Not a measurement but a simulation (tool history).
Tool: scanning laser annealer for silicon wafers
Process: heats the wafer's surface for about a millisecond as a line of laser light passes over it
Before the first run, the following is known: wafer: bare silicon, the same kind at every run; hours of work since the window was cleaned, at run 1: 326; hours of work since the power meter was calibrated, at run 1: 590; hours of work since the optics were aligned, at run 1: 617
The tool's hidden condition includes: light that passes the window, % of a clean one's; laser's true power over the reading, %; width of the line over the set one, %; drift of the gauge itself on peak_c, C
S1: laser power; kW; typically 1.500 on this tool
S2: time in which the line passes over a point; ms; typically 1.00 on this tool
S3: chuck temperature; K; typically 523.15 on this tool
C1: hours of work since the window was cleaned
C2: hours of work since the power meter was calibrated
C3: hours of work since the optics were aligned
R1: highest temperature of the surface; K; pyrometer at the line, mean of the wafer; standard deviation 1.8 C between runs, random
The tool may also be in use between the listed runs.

run 1 hour=0.0 | S1=1.500 S2=1.00 S3=523.15 | C1=326 C2=590 C3=617 | R1=1306.15
run 2 hour=30.9 | S1=1.500 S2=1.00 S3=523.15 | C1=339 C2=603 C3=630 | R1=1304.15
run 3 hour=66.7 | S1=1.500 S2=1.00 S3=496.15 | C1=354 C2=618 C3=645 | R1=1272.15
-- hour=76.1 window over the wafer cleaned
run 4 hour=99.0 | S1=1.621 S2=1.00 S3=523.15 | C1=10 C2=631 C3=658 | R1=1365.15
run 5 hour=121.0 | S1=1.621 S2=1.00 S3=523.15 | C1=19 C2=640 C3=668 | R1=1366.15
run 6 hour=157.8 | S1=1.405 S2=1.00 S3=523.15 | C1=35 C2=656 C3=683 | R1=1258.15
run 7 hour=194.6 | S1=1.435 S2=1.00 S3=523.15 | C1=50 C2=671 C3=699 | R1=1276.15
run 8 hour=215.9 | S1=1.500 S2=1.00 S3=523.15 | C1=59 C2=680 C3=708 | R1=1306.15
run 9 hour=248.5 | S1=1.623 S2=1.00 S3=523.15 | C1=73 C2=694 C3=722 | R1=1369.15
run 10 hour=296.9 | S1=1.623 S2=1.00 S3=523.15 | C1=94 C2=715 C3=742 | R1=1366.15
run 11 hour=318.1 | S1=1.623 S2=1.00 S3=523.15 | C1=103 C2=724 C3=751 | R1=1370.15
run 12 hour=355.5 | S1=1.623 S2=1.00 S3=523.15 | C1=119 C2=740 C3=767 | R1=1368.15
run 13 hour=390.3 | S1=1.500 S2=1.00 S3=523.15 | C1=133 C2=754 C3=782 | R1=1306.15
run 14 hour=429.2 | S1=1.500 S2=1.00 S3=510.15 | C1=150 C2=771 C3=798 | R1=1293.15
run 15 hour=451.0 | S1=1.500 S2=1.00 S3=510.15 | C1=159 C2=780 C3=808 | R1=1295.15
run 16 hour=474.2 | S1=1.500 S2=1.14 S3=510.15 | C1=169 C2=790 C3=817 | R1=1355.15
run 17 hour=497.1 | S1=1.500 S2=1.00 S3=503.15 | C1=179 C2=800 C3=827 | R1=1285.15
run 18 hour=528.6 | S1=1.500 S2=0.87 S3=523.15 | C1=192 C2=813 C3=841 | R1=1246.15
run 19 hour=572.9 | S1=1.500 S2=1.00 S3=492.15 | C1=211 C2=832 C3=859 | R1=1274.15
run 20 hour=604.9 | S1=1.500 S2=0.83 S3=523.15 | C1=224 C2=845 C3=873 | R1=1221.15
run 21 hour=639.2 | S1=1.500 S2=0.83 S3=523.15 | C1=239 C2=860 C3=887 | R1=1222.15
run 22 hour=685.2 | S1=1.500 S2=0.91 S3=533.15 | C1=258 C2=880 C3=907 | R1=1270.15
-- hour=733.7 optics aligned, line set to its width
run 23 hour=740.5 | S1=1.441 S2=0.91 S3=553.15 | C1=280 C2=901 C3=3 | R1=1266.15
run 24 hour=768.9 | S1=1.332 S2=0.90 S3=523.15 | C1=292 C2=913 C3=15 | R1=1178.15
run 25 hour=803.3 | S1=1.332 S2=0.90 S3=523.15 | C1=306 C2=927 C3=29 | R1=1178.15
run 26 hour=825.7 | S1=1.399 S2=0.77 S3=507.15 | C1=316 C2=937 C3=39 | R1=1130.15
run 27 hour=871.1 | S1=1.399 S2=0.77 S3=507.15 | C1=335 C2=956 C3=58 | R1=1131.15
run 28 hour=912.9 | S1=1.399 S2=0.77 S3=507.15 | C1=353 C2=974 C3=76 | R1=1131.15
-- hour=922.5 window over the wafer cleaned
run 29 hour=962.5 | S1=1.426 S2=0.73 S3=557.15 | C1=17 C2=994 C3=96 | R1=1173.15
run 30 hour=1011.6 | S1=1.426 S2=0.79 S3=550.15 | C1=38 C2=1015 C3=117 | R1=1195.15
run 31 hour=1058.6 | S1=1.464 S2=0.74 S3=523.15 | C1=58 C2=1035 C3=137 | R1=1161.15
run 32 hour=1082.0 | S1=1.464 S2=0.74 S3=523.15 | C1=68 C2=1045 C3=147 | R1=1158.15
run 33 hour=1130.3 | S1=1.464 S2=0.74 S3=523.15 | C1=88 C2=1065 C3=167 | R1=1158.15
run 34 hour=1155.1 | S1=1.322 S2=0.84 S3=554.15 | C1=99 C2=1076 C3=178 | R1=1176.15
run 35 hour=1201.2 | S1=1.514 S2=0.78 S3=523.15 | C1=118 C2=1095 C3=197 | R1=1203.15
run 36 hour=1242.5 | S1=1.514 S2=0.78 S3=523.15 | C1=136 C2=1113 C3=215 | R1=1201.15
run 37 hour=1278.8 | S1=1.523 S2=0.73 S3=504.15 | C1=151 C2=1128 C3=230 | R1=1161.15
run 38 hour=1300.4 | S1=1.523 S2=0.73 S3=539.15 | C1=160 C2=1137 C3=239 | R1=1196.15
run 39 hour=1329.6 | S1=1.644 S2=0.80 S3=539.15 | C1=173 C2=1150 C3=252 | R1=1285.15
run 40 hour=1358.0 | S1=1.475 S2=1.03 S3=523.15 | C1=185 C2=1162 C3=264 | R1=1306.15
run 41 hour=1396.0 | S1=1.500 S2=0.82 S3=496.15 | C1=201 C2=1178 C3=280 | R1=1191.15

Across each entry between runs, compare the hidden state at the last listed run before it with the hidden state at the first listed run after it:
Between runs 3 and 4: window over the wafer cleaned (hour 76.1)
  light that passes the window, % of a clean one's: 99.84 -> 99.99
Between runs 22 and 23: optics aligned, line set to its width (hour 733.7)
  light that passes the window, % of a clean one's: 99.87 -> 99.86; width of the line over the set one, %: 0.11 -> 0
Between runs 28 and 29: window over the wafer cleaned (hour 922.5)
  light that passes the window, % of a clean one's: 99.83 -> 99.99; width of the line over the set one, %: 0.01 -> 0.02
